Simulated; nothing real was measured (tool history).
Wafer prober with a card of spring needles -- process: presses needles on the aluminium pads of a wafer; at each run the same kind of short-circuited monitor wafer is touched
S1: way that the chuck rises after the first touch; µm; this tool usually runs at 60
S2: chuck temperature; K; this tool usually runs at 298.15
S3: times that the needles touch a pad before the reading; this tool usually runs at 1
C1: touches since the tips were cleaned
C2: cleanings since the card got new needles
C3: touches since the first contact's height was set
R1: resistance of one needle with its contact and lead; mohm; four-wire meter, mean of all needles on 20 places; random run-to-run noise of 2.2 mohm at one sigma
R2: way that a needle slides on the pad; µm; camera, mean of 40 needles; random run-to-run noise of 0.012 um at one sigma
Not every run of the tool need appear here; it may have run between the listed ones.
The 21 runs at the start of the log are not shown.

run     day  S1      S2  S3    C1  C2      C3   R1     R2
     10.062  -- tips cleaned on abrasive film
 22  10.338  44  298.15   2  3040  39   59185  295   7.39
 23  10.629  44  298.15   2  6321  39   62466  301   7.37
       10.7  -- tips cleaned on abrasive film
 24   11.25  44  298.15   3  6164  40   69364  287   7.38
     11.333  -- tips cleaned on abrasive film
 25  11.633  44  298.15   3  3359  41   73599  272   7.36
     12.008  -- tips cleaned on abrasive film
 26  12.288  60  384.15   3  3149  42   80885  280  10.08
     12.679  -- tips cleaned on abrasive film
 27  12.954  60  384.15   3  3063  43   88248  279  10.06
     13.333  -- tips cleaned on abrasive film
 28  13.629  54  358.15   1  3308  44   95764  306   9.05
     13.962  -- tips cleaned on abrasive film
 29  13.962  54  358.15   1     0  45   99459  267   9.03
 30  14.521  60  325.15   2  6243  45  105702  283  10.06
     14.617  -- tips cleaned on abrasive film
 31  15.217  60  325.15   2  6703  46  113432  279  10.04
     15.271  -- tips cleaned on abrasive film
     15.704  -- height of the first contact set anew
 32  15.729  42  353.15   2  4966  47     276  326   7.15

Below are 5 alternative next runs, each starting from the tool's condition after run 32. Predict each:
     15.938  -- tips cleaned on abrasive film
  A  16.292  60  298.15   1  3947  48  6546   ?   ?
     15.938  -- tips cleaned on abrasive film
  B  16.292  60  367.15   1  3947  48  6546   ?   ?
     15.938  -- tips cleaned on abrasive film
  C  16.292  40  353.15   2  3947  48  6546   ?   ?
     15.938  -- tips cleaned on abrasive film
  D  16.292  42  313.15   2  3947  48  6546   ?   ?
     15.938  -- tips cleaned on abrasive film
  E  16.292  42  320.15   1  3947  48  6546   ?   ?

run   R1     R2
  A  285  10.22
  B  303  10.23
  C  326   6.79
  D  305   7.16
  E  347   7.16
Without the tool's unlogged condition, the same runs would have read:
run   R1     R2
  A  237  10.23
  B  259  10.23
  C  269    6.8
  D  250   7.17
  E  257   7.16
